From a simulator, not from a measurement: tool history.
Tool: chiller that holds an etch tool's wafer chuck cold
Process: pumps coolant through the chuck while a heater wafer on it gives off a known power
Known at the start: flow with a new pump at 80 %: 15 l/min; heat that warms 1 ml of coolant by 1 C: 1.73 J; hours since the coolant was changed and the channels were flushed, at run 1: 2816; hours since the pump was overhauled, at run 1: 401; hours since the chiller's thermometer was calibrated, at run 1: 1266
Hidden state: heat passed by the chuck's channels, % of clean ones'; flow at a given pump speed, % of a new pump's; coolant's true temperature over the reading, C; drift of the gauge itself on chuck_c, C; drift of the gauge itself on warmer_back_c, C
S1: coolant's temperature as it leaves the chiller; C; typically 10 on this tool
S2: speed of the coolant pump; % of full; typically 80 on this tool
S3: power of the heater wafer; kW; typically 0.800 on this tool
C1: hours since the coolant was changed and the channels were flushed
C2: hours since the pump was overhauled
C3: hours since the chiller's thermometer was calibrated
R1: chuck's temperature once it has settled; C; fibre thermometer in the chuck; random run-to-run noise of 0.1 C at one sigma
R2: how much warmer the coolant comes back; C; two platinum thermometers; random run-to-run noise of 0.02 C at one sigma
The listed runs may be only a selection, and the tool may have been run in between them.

run    hour  S1  S2     S3    C1    C2    C3    R1    R2
  1     0.0  10  80  0.800  2816   401  1266  15.0  1.84
  2    71.1  10  80  0.800  2888   472  1337  15.0  1.81
  3   118.4  10  80  0.800  2935   519  1385  14.9  1.86
  4   215.6  10  80  0.800  3032   616  1482  15.1  1.79
  5   311.1  10  80  0.800  3127   712  1577  15.0  1.80
  6   385.6  10  80  0.800  3202   786  1652  14.9  1.76
  7   454.2  10  80  0.800  3271   855  1720  15.0  1.73
  8   552.1   4  80  0.800  3369   953  1818   9.2  1.73
  9   654.4   4  80  0.800  3471  1055  1921   9.1  1.70
 10   757.1   4  80  0.800  3574  1158  2023   9.0  1.70
      815.6  -- chiller's thermometer calibrated
 11   846.8   4  80  0.800  3662  1246    31   8.9  1.69
 12   929.9  10  80  0.936  3745  1330   114  15.7  1.98
 13   985.3  15  80  0.800  3801  1385   170  20.2  1.67
      991.3  -- gauge calibrated
 14  1073.3  10  87  0.800  3889  1473   258  14.6  1.68
 15  1150.6  11  70  1.197  3966  1550   335  19.6  3.19
 16  1227.3  11  70  1.197  4043  1627   412  19.4  3.15
 17  1319.3  11  70  1.197  4135  1719   504  19.5  3.15
 18  1404.8  11  60  0.503  4220  1804   589  15.0  1.52
 19  1496.2  11  60  0.503  4312  1896   681  15.1  1.48
 20  1542.1  19  80  0.629  4357  1942   727  22.8  1.35
 21  1617.9  10  62  0.924  4433  2018   802  17.2  2.74
 22  1670.9  10  62  0.634  4486  2071   855  15.0  1.83
 23  1741.4  10  62  0.634  4557  2141   926  14.9  1.80

Measured less the same run without the tool's hidden state. The same run-to-run variation is in both; the gauge's scatter may not be:
run     R2
  1  +0.00
  2  -0.01
  3  -0.02
  4  -0.04
  5  -0.06
  6  -0.08
  7  -0.09
  8  -0.11
  9  -0.13
 10  -0.15
 11  -0.17
 12  -0.18
 13  -0.20
 14  -0.01
 15  -0.02
 16  -0.04
 17  -0.06
 18  -0.08
 19  -0.10
 20  -0.11
 21  -0.12
 22  -0.13
 23  -0.14
R1: within 0.1 C of the measured result in every run.

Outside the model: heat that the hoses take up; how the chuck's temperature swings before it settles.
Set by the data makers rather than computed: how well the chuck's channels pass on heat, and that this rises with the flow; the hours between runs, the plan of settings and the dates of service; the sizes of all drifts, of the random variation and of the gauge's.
